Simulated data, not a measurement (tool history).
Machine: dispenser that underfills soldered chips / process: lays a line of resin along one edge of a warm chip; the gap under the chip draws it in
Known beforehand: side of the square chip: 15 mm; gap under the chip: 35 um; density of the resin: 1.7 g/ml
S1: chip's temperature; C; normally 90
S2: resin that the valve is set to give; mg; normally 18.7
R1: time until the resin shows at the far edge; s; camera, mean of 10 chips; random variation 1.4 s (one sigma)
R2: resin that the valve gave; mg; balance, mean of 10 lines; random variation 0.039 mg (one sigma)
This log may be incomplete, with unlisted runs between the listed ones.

run  hour   S1    S2     R1     R2
  1   0.0   90  18.7  172.9  18.01
      1.0  -- new syringe of resin
  2   5.8   90  18.7  168.5  18.10
      8.9  -- new syringe of resin
  3  10.6   93  18.7  135.0  17.97
  4  14.3   85  18.7  219.1  17.95
     17.1  -- new syringe of resin
  5  19.2   90  17.9  159.9  17.25
     24.8  -- new syringe of resin
  6  27.7   90  18.7  160.1  17.93
     32.9  -- dispensing valve cleaned and set on the balance
     33.6  -- new syringe of resin
  7  35.8   96  21.1  112.4  20.99
     41.6  -- new syringe of resin
  8  42.0   85  17.1  196.5  17.04
  9  45.6  104  16.9   85.3  16.82
     49.8  -- new syringe of resin
 10  49.9   87  23.4  166.4  23.31
 11  54.1   77  18.7  318.1  18.54

Table of differences, measured result less the result of that run with no hidden state. Run-to-run variation is the same in both. Gauge scatter possibly is not:
The tool's hidden condition here consists of: resin's viscosity, % of fresh resin's; dose that the valve gives, % of what is set; true chip temperature over the reading, C; drift of the gauge itself on fill_s, %; drift of the gauge itself on given_mg, %.
run     R1     R2
  1  +36.7  -0.64
  2  +29.5  -0.68
  3  +13.1  -0.70
  4  +39.9  -0.73
  5  +20.8  -0.71
  6  +21.4  -0.79
  7  +12.1  -0.03
  8  +15.0  -0.06
  9  +13.3  -0.07
 10  +10.1  -0.12
 11  +51.9  -0.12
